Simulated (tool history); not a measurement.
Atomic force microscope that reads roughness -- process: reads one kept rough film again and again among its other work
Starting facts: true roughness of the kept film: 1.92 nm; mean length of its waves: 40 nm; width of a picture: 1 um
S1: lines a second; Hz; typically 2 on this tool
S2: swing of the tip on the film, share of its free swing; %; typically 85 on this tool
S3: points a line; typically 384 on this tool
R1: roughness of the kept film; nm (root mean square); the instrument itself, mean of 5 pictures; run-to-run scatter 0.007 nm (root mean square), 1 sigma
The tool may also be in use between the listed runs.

Run 1, hour 0: usual settings. Result: R1 1.671 nm (root mean square).
Run 2, hour 30.4: usual settings. Result: R1 1.66 nm (root mean square).
Run 3, hour 55: usual settings. Result: R1 1.662 nm (root mean square).
Run 4, hour 71.7: usual settings. Result: R1 1.642 nm (root mean square).
Run 5, hour 93.2: usual settings but S3 499. Result: R1 1.642 nm (root mean square).
Run 6, hour 113.2: usual settings but S3 499. Result: R1 1.637 nm (root mean square).
Run 7, hour 147.9: usual settings but S3 499. Result: R1 1.625 nm (root mean square).
Run 8, hour 171.1: usual settings but S3 499. Result: R1 1.631 nm (root mean square).
Run 9, hour 207.7: usual settings but S3 499. Result: R1 1.597 nm (root mean square).
At hour 217.6: new tip fitted.
Run 10, hour 242.9: usual settings but S3 499. Result: R1 1.677 nm (root mean square).
Run 11, hour 259.6: usual settings but S3 499. Result: R1 1.668 nm (root mean square).
Run 12, hour 292.8: usual settings but S3 499. Result: R1 1.654 nm (root mean square).
Run 13, hour 318.1: usual settings but S3 499. Result: R1 1.648 nm (root mean square).
Run 14, hour 345.2: usual settings but S3 302. Result: R1 1.618 nm (root mean square).
Run 15, hour 375: usual settings but S3 302. Result: R1 1.608 nm (root mean square).
Run 16, hour 393.4: usual settings but S3 302. Result: R1 1.592 nm (root mean square).
Run 17, hour 409.3: usual settings but S3 302. Result: R1 1.607 nm (root mean square).
Run 18, hour 427.2: usual settings but S3 302. Result: R1 1.602 nm (root mean square).
At hour 447.2: new tip fitted.
Run 19, hour 451.3: usual settings but S2 62 %, S3 853. Result: R1 1.812 nm (root mean square).
Run 20, hour 468.9: usual settings but S2 89 %, S3 292. Result: R1 1.638 nm (root mean square).
Run 21, hour 499.8: usual settings but S3 707. Result: R1 1.667 nm (root mean square).
Run 22, hour 521.3: usual settings but S3 707. Result: R1 1.647 nm (root mean square).
Run 23, hour 544.8: usual settings but S2 74 %, S3 828. Result: R1 1.712 nm (root mean square).
Run 24, hour 569.9: usual settings but S2 74 %, S3 828. Result: R1 1.715 nm (root mean square).
Run 25, hour 589.1: usual settings but S1 1.91 Hz, S2 79 %, S3 788. Result: R1 1.682 nm (root mean square).
Run 26, hour 608.8: usual settings but S1 1.91 Hz, S2 79 %, S3 788. Result: R1 1.679 nm (root mean square).

5 options for the next run, each taken on its own from the tool as it stands now. Forecast them:
Run A, hour 623.9: usual settings but S1 0.98 Hz, S2 62 %. Result: R1 ?.
Run B, hour 623.9: usual settings but S3 338. Result: R1 ?.
Run C, hour 623.9: usual settings but S1 1.83 Hz, S2 84 %, S3 468. Result: R1 ?.
Run D, hour 623.9: usual settings but S1 0.86 Hz, S2 79 %, S3 496. Result: R1 ?.
Run E, hour 623.9: usual settings but S3 321. Result: R1 ?.

run     R1
  A  1.761
  B  1.607
  C  1.638
  D  1.734
  E  1.607
Stripped of hidden state, with their random variation kept, the same runs would have yielded:
run     R1
  A  1.834
  B  1.673
  C  1.705
  D  1.805
  E  1.672

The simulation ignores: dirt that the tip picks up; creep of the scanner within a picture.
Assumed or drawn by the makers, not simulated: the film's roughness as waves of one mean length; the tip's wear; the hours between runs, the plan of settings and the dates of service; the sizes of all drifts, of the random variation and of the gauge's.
